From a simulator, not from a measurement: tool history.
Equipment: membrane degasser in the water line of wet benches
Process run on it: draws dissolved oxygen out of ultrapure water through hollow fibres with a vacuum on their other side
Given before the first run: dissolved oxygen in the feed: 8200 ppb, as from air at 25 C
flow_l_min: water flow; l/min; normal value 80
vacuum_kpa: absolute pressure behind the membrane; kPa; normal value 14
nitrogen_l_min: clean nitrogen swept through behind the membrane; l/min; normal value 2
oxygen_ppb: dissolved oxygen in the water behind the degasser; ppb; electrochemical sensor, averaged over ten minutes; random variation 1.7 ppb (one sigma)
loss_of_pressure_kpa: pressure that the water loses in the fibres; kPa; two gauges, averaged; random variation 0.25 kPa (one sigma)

{"run": 1, "hour": 0.0, "flow_l_min": 80, "vacuum_kpa": 14, "nitrogen_l_min": 2, "oxygen_ppb": 806, "loss_of_pressure_kpa": 67.5}
{"run": 2, "hour": 50.7, "flow_l_min": 80, "vacuum_kpa": 14, "nitrogen_l_min": 2, "oxygen_ppb": 804.7, "loss_of_pressure_kpa": 67.33}
{"run": 3, "hour": 135.2, "flow_l_min": 80, "vacuum_kpa": 14, "nitrogen_l_min": 2, "oxygen_ppb": 807.5, "loss_of_pressure_kpa": 67.34}
{"run": 4, "hour": 212.1, "flow_l_min": 80, "vacuum_kpa": 14, "nitrogen_l_min": 2, "oxygen_ppb": 805.6, "loss_of_pressure_kpa": 67.73}
{"run": 5, "hour": 263.3, "flow_l_min": 80, "vacuum_kpa": 14, "nitrogen_l_min": 2.62, "oxygen_ppb": 658.4, "loss_of_pressure_kpa": 67.67}
{"run": 6, "hour": 314.5, "flow_l_min": 80, "vacuum_kpa": 14, "nitrogen_l_min": 2.62, "oxygen_ppb": 658.3, "loss_of_pressure_kpa": 67.63}
{"run": 7, "hour": 395.2, "flow_l_min": 80, "vacuum_kpa": 14, "nitrogen_l_min": 2, "oxygen_ppb": 807.2, "loss_of_pressure_kpa": 67.25}
{"run": 8, "hour": 435.6, "flow_l_min": 80, "vacuum_kpa": 14, "nitrogen_l_min": 2, "oxygen_ppb": 808.7, "loss_of_pressure_kpa": 67.07}
{"run": 9, "hour": 522.4, "flow_l_min": 80, "vacuum_kpa": 11.2, "nitrogen_l_min": 2, "oxygen_ppb": 610.7, "loss_of_pressure_kpa": 67.18}
{"run": 10, "hour": 601.0, "flow_l_min": 80, "vacuum_kpa": 14, "nitrogen_l_min": 2, "oxygen_ppb": 807.4, "loss_of_pressure_kpa": 67.19}
{"run": 11, "hour": 641.2, "flow_l_min": 80, "vacuum_kpa": 14, "nitrogen_l_min": 2, "oxygen_ppb": 806.7, "loss_of_pressure_kpa": 67.56}
{"run": 12, "hour": 722.0, "flow_l_min": 53, "vacuum_kpa": 11.8, "nitrogen_l_min": 0.81, "oxygen_ppb": 917.1, "loss_of_pressure_kpa": 44.6}
{"run": 13, "hour": 779.9, "flow_l_min": 101, "vacuum_kpa": 27.6, "nitrogen_l_min": 4.31, "oxygen_ppb": 1125.7, "loss_of_pressure_kpa": 84.93}
{"run": 14, "hour": 875.0, "flow_l_min": 52, "vacuum_kpa": 14, "nitrogen_l_min": 1.35, "oxygen_ppb": 783, "loss_of_pressure_kpa": 43.93}
{"run": 15, "hour": 944.1, "flow_l_min": 66, "vacuum_kpa": 14, "nitrogen_l_min": 1.33, "oxygen_ppb": 944.5, "loss_of_pressure_kpa": 55.64}
{"run": 16, "hour": 1001.1, "flow_l_min": 66, "vacuum_kpa": 14, "nitrogen_l_min": 1.71, "oxygen_ppb": 787.3, "loss_of_pressure_kpa": 55.56}
{"run": 17, "hour": 1079.9, "flow_l_min": 66, "vacuum_kpa": 14, "nitrogen_l_min": 1.71, "oxygen_ppb": 786.1, "loss_of_pressure_kpa": 55.67}
{"run": 18, "hour": 1173.1, "flow_l_min": 66, "vacuum_kpa": 14, "nitrogen_l_min": 1.71, "oxygen_ppb": 783.4, "loss_of_pressure_kpa": 55.72}
{"run": 19, "hour": 1246.1, "flow_l_min": 100, "vacuum_kpa": 10.1, "nitrogen_l_min": 2, "oxygen_ppb": 637.1, "loss_of_pressure_kpa": 84.36}
{"run": 20, "hour": 1319.3, "flow_l_min": 119, "vacuum_kpa": 10.1, "nitrogen_l_min": 1.19, "oxygen_ppb": 1002.1, "loss_of_pressure_kpa": 100.85}
{"hour": 1348.8, "done": "seals of the vacuum lines changed"}
{"run": 21, "hour": 1415.9, "flow_l_min": 119, "vacuum_kpa": 10.1, "nitrogen_l_min": 1.19, "oxygen_ppb": 1006.4, "loss_of_pressure_kpa": 100.38}

Forecast each of these 5 alternatives for the next run:
{"run": "A", "hour": 1466.1, "flow_l_min": 107, "vacuum_kpa": 15.3, "nitrogen_l_min": 5.64, "oxygen_ppb": "?", "loss_of_pressure_kpa": "?"}
{"run": "B", "hour": 1466.1, "flow_l_min": 68, "vacuum_kpa": 17.4, "nitrogen_l_min": 2.9, "oxygen_ppb": "?", "loss_of_pressure_kpa": "?"}
{"run": "C", "hour": 1466.1, "flow_l_min": 94, "vacuum_kpa": 14, "nitrogen_l_min": 2, "oxygen_ppb": "?", "loss_of_pressure_kpa": "?"}
{"run": "D", "hour": 1466.1, "flow_l_min": 80, "vacuum_kpa": 17.2, "nitrogen_l_min": 4.97, "oxygen_ppb": "?", "loss_of_pressure_kpa": "?"}
{"run": "E", "hour": 1466.1, "flow_l_min": 79, "vacuum_kpa": 11.2, "nitrogen_l_min": 4.61, "oxygen_ppb": "?", "loss_of_pressure_kpa": "?"}

run=A oxygen_ppb=503.6 loss_of_pressure_kpa=90.52
run=B oxygen_ppb=681.9 loss_of_pressure_kpa=57.49
run=C oxygen_ppb=912.1 loss_of_pressure_kpa=79.18
run=D oxygen_ppb=492.1 loss_of_pressure_kpa=67.51
run=E oxygen_ppb=307.1 loss_of_pressure_kpa=67.08
Take away the tool's hidden state, keep each run's random variation, and the runs would have read:
run=A oxygen_ppb=499.1 loss_of_pressure_kpa=89.06
run=B oxygen_ppb=677.9 loss_of_pressure_kpa=56.56
run=C oxygen_ppb=904.7 loss_of_pressure_kpa=77.9
run=D oxygen_ppb=488.8 loss_of_pressure_kpa=66.42
run=E oxygen_ppb=303.5 loss_of_pressure_kpa=66

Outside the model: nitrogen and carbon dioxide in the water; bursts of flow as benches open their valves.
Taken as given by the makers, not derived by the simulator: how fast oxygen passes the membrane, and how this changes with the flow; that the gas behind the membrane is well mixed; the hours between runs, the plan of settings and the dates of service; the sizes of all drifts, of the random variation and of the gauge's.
